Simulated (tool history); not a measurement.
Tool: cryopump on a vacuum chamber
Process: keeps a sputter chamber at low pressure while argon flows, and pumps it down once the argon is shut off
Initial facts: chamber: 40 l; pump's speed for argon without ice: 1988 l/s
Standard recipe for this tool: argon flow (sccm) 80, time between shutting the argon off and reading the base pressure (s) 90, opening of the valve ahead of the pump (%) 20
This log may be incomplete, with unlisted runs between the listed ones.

run   hour  argon flow (sccm)  time between shutting the argon off and reading the base pressure (s)  opening of the valve ahead of the pump (%)  pressure while argon flows (Pa)  pressure after the wait (uPa)
  1    0.0                 80                                                                     90                                          20                           0.3471                           2.90
  2   24.9                 80                                                                     81                                          20                           0.3454                           2.99
  3   55.0                 80                                                                     81                                          20                           0.3475                           3.09
  4   69.7                 80                                                                     81                                          20                           0.3470                           2.98
  5   92.0                 80                                                                     81                                          20                           0.3459                           3.03
  6  114.4                 80                                                                     81                                          20                           0.3518                           3.09
  7  136.8                 80                                                                     81                                          20                           0.3465                           3.04
  8  156.7                 80                                                                     81                                          20                           0.3517                           3.03
     161.9  -- leaking fittings of the chamber tightened, without venting
  9  186.0                 80                                                                     81                                          20                           0.3510                           0.97
 10  207.0                 80                                                                     81                                          20                           0.3486                           0.98
 11  223.3                 80                                                                     81                                          20                           0.3497                           0.94
 12  238.9                 80                                                                     90                                          20                           0.3506                           0.89
 13  263.9                 80                                                                     90                                          20                           0.3486                           0.88
 14  289.0                 80                                                                     90                                          20                           0.3522                           0.90
 15  320.0                 80                                                                     90                                          20                           0.3518                           0.96
 16  352.9                 80                                                                     90                                          20                           0.3524                           0.93
 17  368.8                 80                                                                     90                                          20                           0.3488                           0.94
 18  395.5                 80                                                                     90                                          20                           0.3528                           0.96
 19  423.7                105                                                                     55                                          23                           0.4026                           1.38
 20  447.1                105                                                                     55                                          23                           0.4057                           1.37
 21  480.1                 80                                                                     32                                          50                           0.1508                           2.20
 22  502.8                 33                                                                     90                                          19                           0.1553                           0.99
 23  532.5                 33                                                                     90                                          19                           0.1529                           1.02
 24  561.1                 80                                                                     90                                          28                           0.2585                           1.01
 25  583.4                 57                                                                     53                                          20                           0.2551                           1.53
 26  597.7                 56                                                                    280                                          20                           0.2483                           0.55
 27  626.3                 56                                                                     49                                          31                           0.1670                           1.57
 28  657.6                 56                                                                     49                                          31                           0.1665                           1.68
 29  672.2                 56                                                                     49                                          31                           0.1662                           1.67
 30  688.9                 56                                                                     68                                          44                           0.1200                           1.32
 31  721.6                 80                                                                     38                                          20                           0.3553                           2.03
 32  747.0                 80                                                                     44                                          20                           0.3590                           1.82
 33  769.2                 80                                                                     44                                          20                           0.3606                           1.80
     789.9  -- pump warmed up, emptied and cooled again
 34  799.5                 80                                                                     44                                          20                           0.3416                           1.79
 35  817.2                 60                                                                     90                                          20                           0.2555                           1.03

3 options for the next run, each taken on its own from the tool as it stands now. Forecast them:
  A  835.5                 54                                                                    175                                          20                                ?                              ?
  B  835.5                 80                                                                    277                                          26                                ?                              ?
  C  835.5                 44                                                                    254                                          20                                ?                              ?

run  pressure while argon flows (Pa)  pressure after the wait (uPa)
  A                           0.2313                           0.68
  B                           0.2625                           0.55
  C                           0.1883                           0.61
Take away the tool's hidden state, keep each run's random variation, and the runs would have read:
run  pressure while argon flows (Pa)  pressure after the wait (uPa)
  A                           0.2304                           0.50
  B                           0.2610                           0.36
  C                           0.1875                           0.43
